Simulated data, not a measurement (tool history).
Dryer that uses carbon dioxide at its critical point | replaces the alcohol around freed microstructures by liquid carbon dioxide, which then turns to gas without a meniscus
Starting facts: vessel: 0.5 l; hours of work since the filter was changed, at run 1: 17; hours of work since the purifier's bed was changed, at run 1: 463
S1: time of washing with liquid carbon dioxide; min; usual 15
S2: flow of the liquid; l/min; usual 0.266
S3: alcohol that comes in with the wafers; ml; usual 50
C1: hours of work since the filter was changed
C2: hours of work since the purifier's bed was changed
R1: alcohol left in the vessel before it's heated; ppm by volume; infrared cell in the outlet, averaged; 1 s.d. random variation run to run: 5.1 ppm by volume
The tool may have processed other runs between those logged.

Run 1, hour 0: usual settings; C1 17; C2 463. Result: R1 255 ppm by volume.
Run 2, hour 13.2: usual settings; C1 26; C2 472. Result: R1 273 ppm by volume.
Run 3, hour 24.1: usual settings but S2 0.3 l/min; C1 34; C2 480. Result: R1 228 ppm by volume.
Run 4, hour 38.1: usual settings but S2 0.3 l/min; C1 45; C2 491. Result: R1 240 ppm by volume.
Run 5, hour 46.3: usual settings; C1 51; C2 497. Result: R1 272 ppm by volume.
Run 6, hour 59.5: usual settings; C1 61; C2 507. Result: R1 285 ppm by volume.
Run 7, hour 68.4: usual settings; C1 67; C2 513. Result: R1 279 ppm by volume.
Run 8, hour 82.1: usual settings; C1 78; C2 523. Result: R1 302 ppm by volume.
Run 9, hour 89.7: usual settings but S3 114 ml; C1 83; C2 529. Result: R1 417 ppm by volume.
Run 10, hour 100.1: usual settings but S3 58 ml; C1 91; C2 537. Result: R1 322 ppm by volume.
Run 11, hour 110.4: usual settings but S3 58 ml; C1 98; C2 544. Result: R1 318 ppm by volume.
Run 12, hour 126.7: usual settings but S3 58 ml; C1 111; C2 556. Result: R1 341 ppm by volume.
Run 13, hour 139.1: usual settings but S1 20 min; C1 120; C2 566. Result: R1 239 ppm by volume.
Run 14, hour 150.8: usual settings; C1 128; C2 574. Result: R1 351 ppm by volume.
Run 15, hour 162.1: usual settings; C1 137; C2 583. Result: R1 351 ppm by volume.
Run 16, hour 178.1: usual settings; C1 149; C2 595. Result: R1 351 ppm by volume.
Run 17, hour 194.5: usual settings but S3 104 ml; C1 161; C2 607. Result: R1 471 ppm by volume.
Run 18, hour 210.2: usual settings but S2 0.269 l/min; C1 172; C2 618. Result: R1 367 ppm by volume.
Run 19, hour 217.1: usual settings; C1 178; C2 624. Result: R1 384 ppm by volume.
Run 20, hour 229.4: usual settings but S1 21 min, S2 0.415 l/min, S3 43 ml; C1 187; C2 633. Result: R1 249 ppm by volume.
Run 21, hour 243.1: usual settings but S2 0.204 l/min, S3 84 ml; C1 197; C2 643. Result: R1 1339 ppm by volume.
Run 22, hour 254.4: usual settings but S1 10 min, S3 34 ml; C1 205; C2 651. Result: R1 1117 ppm by volume.
Run 23, hour 261.5: usual settings but S1 20 min, S2 0.314 l/min; C1 210; C2 656. Result: R1 273 ppm by volume.
Run 24, hour 275.5: usual settings but S1 13 min, S2 0.265 l/min, S3 83 ml; C1 221; C2 667. Result: R1 874 ppm by volume.
Run 25, hour 284.1: usual settings but S1 13 min, S2 0.265 l/min, S3 83 ml; C1 227; C2 673. Result: R1 875 ppm by volume.
Run 26, hour 298.5: usual settings but S1 13 min, S2 0.265 l/min, S3 83 ml; C1 238; C2 684. Result: R1 923 ppm by volume.
Run 27, hour 308.8: usual settings but S3 78 ml; C1 246; C2 691. Result: R1 531 ppm by volume.
Run 28, hour 324.6: usual settings but S3 78 ml; C1 257; C2 703. Result: R1 536 ppm by volume.
Run 29, hour 337.2: usual settings but S1 17 min, S3 100 ml; C1 267; C2 712. Result: R1 431 ppm by volume.
Run 30, hour 350.2: usual settings but S1 13 min, S2 0.443 l/min; C1 276; C2 722. Result: R1 286 ppm by volume.
Run 31, hour 366.1: usual settings but S1 14 min, S2 0.225 l/min; C1 288; C2 734. Result: R1 1028 ppm by volume.
At hour 370.3: inlet filter changed.
At hour 373.3: purifier's bed changed.
Run 32, hour 383.5: usual settings but S1 10 min, S2 0.258 l/min, S3 66 ml; C1 8; C2 8. Result: R1 1165 ppm by volume.
Run 33, hour 392.5: usual settings but S1 10 min, S2 0.258 l/min, S3 66 ml; C1 14; C2 14. Result: R1 1205 ppm by volume.
Run 34, hour 399.1: usual settings but S1 10 min, S2 0.258 l/min, S3 47 ml; C1 19; C2 19. Result: R1 859 ppm by volume.
Run 35, hour 410.2: usual settings but S1 19 min, S2 0.36 l/min; C1 27; C2 27. Result: R1 22 ppm by volume.
Run 36, hour 419: usual settings but S1 23 min, S2 0.208 l/min, S3 102 ml; C1 34; C2 34. Result: R1 59 ppm by volume.
Run 37, hour 433.4: usual settings but S1 12 min, S2 0.231 l/min; C1 45; C2 45. Result: R1 741 ppm by volume.
Run 38, hour 442: usual settings but S1 12 min, S2 0.231 l/min; C1 51; C2 51. Result: R1 736 ppm by volume.

What if the next run were any one of these 5? Each begins from the tool's condition after run 38:
Run A, hour 454.8: usual settings but S1 13 min, S2 0.433 l/min; C1 60; C2 60. Result: R1 ?.
Run B, hour 454.8: usual settings but S1 9 min, S2 0.223 l/min, S3 79 ml; C1 60; C2 60. Result: R1 ?.
Run C, hour 454.8: usual settings but S3 22 ml; C1 60; C2 60. Result: R1 ?.
Run D, hour 454.8: usual settings but S1 12 min, S2 0.334 l/min, S3 108 ml; C1 60; C2 60. Result: R1 ?.
Run E, hour 454.8: usual settings but S1 11 min, S3 102 ml; C1 60; C2 60. Result: R1 ?.

run    R1
  A    42
  B  4392
  C    60
  D   190
  E  1122
Stripped of hidden state, with their random variation kept, the same runs would have yielded:
run    R1
  A    17
  B  3844
  C    29
  D   130
  E   911
